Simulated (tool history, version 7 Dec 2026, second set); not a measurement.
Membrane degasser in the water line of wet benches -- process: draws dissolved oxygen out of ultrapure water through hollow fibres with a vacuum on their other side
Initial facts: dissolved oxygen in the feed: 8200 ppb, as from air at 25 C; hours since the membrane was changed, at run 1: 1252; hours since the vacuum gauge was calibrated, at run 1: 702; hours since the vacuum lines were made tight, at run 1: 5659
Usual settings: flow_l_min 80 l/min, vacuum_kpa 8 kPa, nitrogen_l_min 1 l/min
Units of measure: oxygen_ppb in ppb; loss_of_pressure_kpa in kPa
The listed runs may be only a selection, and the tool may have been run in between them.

run,hour,flow_l_min,vacuum_kpa,nitrogen_l_min,hours since the membrane was changed,hours since the vacuum gauge was calibrated,hours since the vacuum lines were made tight,oxygen_ppb,loss_of_pressure_kpa
1,0,80,8,1,1252,702,5659,723.4,64.19
2,51.1,80,4.98,1,1303,753,5710,354.2,64.58
3,93.6,80,8,1,1346,795,5753,724.7,64.25
4,148.5,80,8,1,1401,850,5808,720.1,64.38
5,179.1,80,8,2.01,1431,881,5838,490.2,64.2
6,226.3,80,8,2.01,1478,928,5886,483.9,64.17
7,260.4,80,8,1.94,1513,962,5920,498.5,64.07
8,313.8,80,8,1.94,1566,1015,5973,496.3,63.54
9,358.8,80,8,1.41,1611,1060,6018,599.7,63.25
10,413.4,80,8,1.41,1666,1115,6073,599.4,62.96
11,441.4,80,8,1.41,1694,1143,6101,598.8,63.36
12,469.6,80,8,1,1722,1171,6129,723.6,63.48
13,513.5,54,8,1,1766,1215,6173,524.8,42.56
# hour 527.6: gauge calibrated
14,545.1,54,8,1,1797,1247,6205,523.6,43.7
15,569.8,80,8,1,1822,1271,6229,721.7,64.81
16,595,80,8,1,1847,1297,6254,724.9,64.52
17,644.4,111,15.76,1,1897,1346,6304,1911.8,89.87
18,685.4,111,8.8,1.49,1938,1387,6345,848.4,89.19
19,740.2,80,10.82,1,1992,1442,6400,1038,63.97
20,763.7,80,7.1,1.41,2016,1465,6423,511.6,64.14
21,799,51,19.5,2.73,2051,1501,6458,689.3,40.73
22,843.3,80,18.29,2.6,2096,1545,6503,992,64.13
23,871.7,80,18.29,2.6,2124,1573,6531,993.1,63.46
24,909.6,80,18.29,2.6,2162,1611,6569,992.2,63.67
25,934.9,80,5.52,1.18,2187,1636,6594,392.6,63.58
26,965.9,108,14.01,0.57,2218,1667,6625,2175.2,86.1
27,1015.6,101,8,0.52,2268,1717,6675,1145.3,80.45
28,1045.6,94,9.68,2.25,2298,1747,6705,662.9,74.7
29,1068.4,94,9.68,1.4,2321,1770,6728,860.9,74.11
30,1098.5,94,9.68,1.4,2351,1800,6758,857.4,74.23
31,1153.5,69,9.68,0.43,2406,1855,6813,1278.8,54.04
32,1195.4,84,9.68,0.43,2448,1897,6855,1423.4,66.06

Branching from run 32: 3 alternative next runs. What would each branch give?
A,1240.8,93,19.91,0.56,2493,1942,6900,?,?
B,1240.8,117,9.68,1.16,2493,1942,6900,?,?
C,1240.8,84,7.94,0.43,2493,1942,6900,?,?

run,oxygen_ppb,loss_of_pressure_kpa
A,2818.8,73.25
B,1124.5,91.53
C,1085.6,66.2
Take away the tool's hidden state, keep each run's random variation, and the runs would have read:
run,oxygen_ppb,loss_of_pressure_kpa
A,2818.6,75.48
B,1124.3,94.31
C,1085.3,68.2
